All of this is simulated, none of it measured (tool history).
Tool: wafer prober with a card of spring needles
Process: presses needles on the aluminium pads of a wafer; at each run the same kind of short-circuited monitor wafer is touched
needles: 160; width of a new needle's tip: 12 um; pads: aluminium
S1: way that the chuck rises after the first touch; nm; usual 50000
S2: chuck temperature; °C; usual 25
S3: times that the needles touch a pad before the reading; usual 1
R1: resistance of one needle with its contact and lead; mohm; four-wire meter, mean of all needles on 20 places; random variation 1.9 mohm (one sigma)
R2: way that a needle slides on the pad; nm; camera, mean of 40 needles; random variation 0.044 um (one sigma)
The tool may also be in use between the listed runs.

| run | hour | S1 | S2 | S3 | R1 | R2 |
|---|---|---|---|---|---|---|
| 1 | 0.0 | 50000 | 25 | 1 | 202 | 13380 |
|  | 5.7 | tips cleaned on abrasive film |
|  | 20.4 | tips cleaned on abrasive film |
| 2 | 24.3 | 35000 | 25 | 1 | 206 | 9340 |
|  | 34.2 | tips cleaned on abrasive film |
|  | 46.8 | tips cleaned on abrasive film |
|  | 49.3 | height of the first contact set anew |
|  | 59.3 | tips cleaned on abrasive film |
| 3 | 67.0 | 35000 | 25 | 1 | 206 | 9360 |
|  | 71.9 | tips cleaned on abrasive film |
|  | 85.7 | tips cleaned on abrasive film |
| 4 | 90.7 | 53000 | 25 | 1 | 204 | 14210 |
|  | 99.6 | tips cleaned on abrasive film |
|  | 112.9 | tips cleaned on abrasive film |
| 5 | 118.5 | 53000 | 25 | 1 | 201 | 14260 |
|  | 126.2 | tips cleaned on abrasive film |
|  | 138.6 | tips cleaned on abrasive film |
|  | 151.9 | tips cleaned on abrasive film |
| 6 | 161.1 | 30000 | 25 | 1 | 210 | 8050 |
|  | 163.7 | tips cleaned on abrasive film |
|  | 175.5 | tips cleaned on abrasive film |
|  | 188.4 | tips cleaned on abrasive film |
|  | 191.6 | height of the first contact set anew |
|  | 202.6 | tips cleaned on abrasive film |
| 7 | 205.8 | 30000 | 25 | 1 | 210 | 8010 |
|  | 216.9 | tips cleaned on abrasive film |
| 8 | 227.2 | 30000 | 25 | 1 | 208 | 8040 |
|  | 229.5 | tips cleaned on abrasive film |
|  | 243.3 | tips cleaned on abrasive film |
|  | 257.2 | tips cleaned on abrasive film |
| 9 | 257.2 | 50000 | 25 | 1 | 207 | 13410 |
|  | 270.5 | tips cleaned on abrasive film |
|  | 284.3 | tips cleaned on abrasive film |
| 10 | 288.8 | 50000 | 25 | 1 | 201 | 13490 |
|  | 296.1 | tips cleaned on abrasive film |
|  | 308.4 | tips cleaned on abrasive film |
| 11 | 313.7 | 50000 | 25 | 1 | 206 | 13530 |
|  | 322.6 | tips cleaned on abrasive film |
|  | 334.2 | height of the first contact set anew |
|  | 336.5 | tips cleaned on abrasive film |
|  | 349.0 | tips cleaned on abrasive film |
| 12 | 350.0 | 50000 | 25 | 1 | 203 | 13420 |
|  | 361.8 | tips cleaned on abrasive film |
|  | 373.9 | tips cleaned on abrasive film |
|  | 387.6 | tips cleaned on abrasive film |
| 13 | 390.5 | 42000 | 25 | 1 | 207 | 11360 |
|  | 401.3 | tips cleaned on abrasive film |
|  | 415.4 | tips cleaned on abrasive film |
| 14 | 426.5 | 50000 | 25 | 3 | 204 | 13590 |
|  | 429.0 | tips cleaned on abrasive film |
|  | 441.9 | tips cleaned on abrasive film |
|  | 455.6 | tips cleaned on abrasive film |
| 15 | 461.0 | 50000 | 25 | 3 | 201 | 13510 |
|  | 468.1 | tips cleaned on abrasive film |
|  | 477.1 | height of the first contact set anew |
|  | 480.1 | tips cleaned on abrasive film |
|  | 492.5 | tips cleaned on abrasive film |
| 16 | 504.1 | 50000 | 25 | 2 | 203 | 13530 |
|  | 507.2 | tips cleaned on abrasive film |
|  | 521.6 | tips cleaned on abrasive film |
| 17 | 524.5 | 38000 | 25 | 2 | 206 | 10230 |
|  | 535.3 | tips cleaned on abrasive film |
|  | 547.9 | tips cleaned on abrasive film |
| 18 | 547.9 | 65000 | 25 | 1 | 201 | 17590 |
|  | 560.9 | tips cleaned on abrasive film |
|  | 575.0 | tips cleaned on abrasive film |
| 19 | 575.0 | 65000 | 25 | 1 | 199 | 17590 |
|  | 586.7 | tips cleaned on abrasive film |
| 20 | 593.5 | 50000 | 25 | 2 | 202 | 13490 |
|  | 599.0 | tips cleaned on abrasive film |
|  | 612.7 | tips cleaned on abrasive film |
|  | 618.7 | height of the first contact set anew |
|  | 626.2 | tips cleaned on abrasive film |
| 21 | 633.2 | 50000 | 25 | 2 | 205 | 13530 |
|  | 639.1 | tips cleaned on abrasive film |
|  | 652.8 | tips cleaned on abrasive film |
|  | 665.3 | tips cleaned on abrasive film |
| 22 | 670.2 | 47000 | 25 | 3 | 204 | 12740 |
|  | 677.8 | tips cleaned on abrasive film |
|  | 692.1 | tips cleaned on abrasive film |
| 23 | 702.2 | 37000 | 72 | 2 | 212 | 10030 |
|  | 705.2 | tips cleaned on abrasive film |
|  | 718.4 | tips cleaned on abrasive film |
| 24 | 725.3 | 37000 | 72 | 2 | 214 | 10050 |
|  | 730.3 | tips cleaned on abrasive film |
|  | 744.0 | tips cleaned on abrasive film |
|  | 756.6 | tips cleaned on abrasive film |
| 25 | 757.2 | 42000 | 51 | 1 | 206 | 11420 |
|  | 762.8 | height of the first contact set anew |
|  | 768.7 | tips cleaned on abrasive film |
|  | 783.0 | tips cleaned on abrasive film |
| 26 | 783.0 | 68000 | 26 | 3 | 201 | 18420 |
|  | 795.7 | tips cleaned on abrasive film |
|  | 808.4 | tips cleaned on abrasive film |
|  | 822.5 | tips cleaned on abrasive film |
| 27 | 822.5 | 52000 | 58 | 1 | 209 | 14120 |
|  | 837.2 | tips cleaned on abrasive film |
|  | 849.6 | tips cleaned on abrasive film |
| 28 | 852.0 | 52000 | 58 | 1 | 210 | 14050 |
|  | 861.7 | tips cleaned on abrasive film |
| 29 | 872.9 | 69000 | 25 | 1 | 200 | 18790 |

Some steps in R2 between neighbouring runs. How much of each would the tool show without its hidden state too (settings, what came in, random variation), and how much is left for the hidden state, with any gauge scatter that isn't in both results?
The hidden state here: debris on the tips, nm; way that the needles fall short of the set height, um; tips' diameter, um; drift of the gauge itself on contact_mohm, %; drift of the gauge itself on scrub_um, %.
Run 17 -> 18: S1 38000 -> 65000, S3 2 -> 1, tips cleaned on abrasive film, tips cleaned on abrasive film. R2 +7360 nm: hidden state +70, all else +7290.
Run 25 -> 26: S1 42000 -> 68000, S2 51 -> 26, S3 1 -> 3, height of the first contact set anew, tips cleaned on abrasive film, tips cleaned on abrasive film. R2 +7000 nm: hidden state +100, all else +6900.
Run 28 -> 29: S1 52000 -> 69000, S2 58 -> 25, tips cleaned on abrasive film. R2 +4740 nm: hidden state +80, all else +4660.

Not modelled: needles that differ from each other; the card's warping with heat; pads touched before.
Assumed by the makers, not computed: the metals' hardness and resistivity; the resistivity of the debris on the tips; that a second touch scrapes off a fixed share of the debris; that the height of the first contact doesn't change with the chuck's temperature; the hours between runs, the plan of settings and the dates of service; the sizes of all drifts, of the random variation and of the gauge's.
